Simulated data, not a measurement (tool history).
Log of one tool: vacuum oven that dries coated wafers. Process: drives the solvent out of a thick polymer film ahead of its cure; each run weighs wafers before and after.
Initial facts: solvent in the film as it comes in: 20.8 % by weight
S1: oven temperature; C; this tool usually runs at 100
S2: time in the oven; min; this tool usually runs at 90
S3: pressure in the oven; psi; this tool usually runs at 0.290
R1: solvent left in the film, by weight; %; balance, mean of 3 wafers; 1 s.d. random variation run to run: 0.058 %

run 1 hour=0.0 | S1=100 S2=90 S3=0.290 | R1=2.91
run 2 hour=5.2 | S1=100 S2=92 S3=0.290 | R1=2.59
run 3 hour=11.5 | S1=100 S2=72 S3=0.290 | R1=3.62
run 4 hour=16.6 | S1=100 S2=72 S3=0.290 | R1=3.56
run 5 hour=23.7 | S1=100 S2=72 S3=0.290 | R1=3.70
run 6 hour=33.9 | S1=100 S2=72 S3=0.290 | R1=3.65
run 7 hour=42.1 | S1=100 S2=72 S3=0.193 | R1=3.21
run 8 hour=50.3 | S1=111 S2=90 S3=0.290 | R1=1.36
run 9 hour=56.6 | S1=112 S2=90 S3=0.290 | R1=1.18
run 10 hour=66.5 | S1=100 S2=90 S3=0.761 | R1=5.57
run 11 hour=72.5 | S1=104 S2=90 S3=0.290 | R1=2.16
run 12 hour=84.0 | S1=104 S2=90 S3=0.290 | R1=2.08
run 13 hour=93.0 | S1=114 S2=90 S3=0.290 | R1=1.19
run 14 hour=104.2 | S1=100 S2=90 S3=0.290 | R1=2.85
run 15 hour=111.6 | S1=100 S2=90 S3=0.290 | R1=2.86
run 16 hour=121.8 | S1=100 S2=90 S3=0.290 | R1=2.86
run 17 hour=129.1 | S1=100 S2=90 S3=0.290 | R1=2.94
run 18 hour=136.6 | S1=100 S2=90 S3=0.290 | R1=2.90
run 19 hour=147.4 | S1=100 S2=90 S3=0.290 | R1=2.89
run 20 hour=156.3 | S1=100 S2=90 S3=0.502 | R1=4.19
run 21 hour=165.4 | S1=100 S2=90 S3=0.290 | R1=2.83
run 22 hour=170.9 | S1=100 S2=90 S3=0.290 | R1=2.98
run 23 hour=176.2 | S1=100 S2=90 S3=0.290 | R1=2.97
run 24 hour=184.8 | S1=109 S2=143 S3=0.342 | R1=1.57
run 25 hour=194.6 | S1=109 S2=143 S3=0.342 | R1=1.39
run 26 hour=205.9 | S1=91 S2=90 S3=0.290 | R1=5.62
run 27 hour=213.0 | S1=91 S2=90 S3=0.290 | R1=5.75
run 28 hour=223.5 | S1=97 S2=72 S3=0.358 | R1=5.12
run 29 hour=232.7 | S1=92 S2=89 S3=0.290 | R1=5.46
run 30 hour=243.9 | S1=100 S2=89 S3=0.837 | R1=6.09
run 31 hour=254.2 | S1=102 S2=103 S3=0.484 | R1=3.32
run 32 hour=265.1 | S1=102 S2=103 S3=0.484 | R1=3.09
run 33 hour=271.0 | S1=97 S2=90 S3=1.060 | R1=8.17
run 34 hour=276.4 | S1=100 S2=79 S3=1.096 | R1=7.70

What will run 35 give?
run 35 hour=282.6 | S1=100 S2=52 S3=0.290 | R1=?

{"run 35": {"R1": 5.44}}
With no hidden state in the tool, this same run would have given R1 5.25 %.
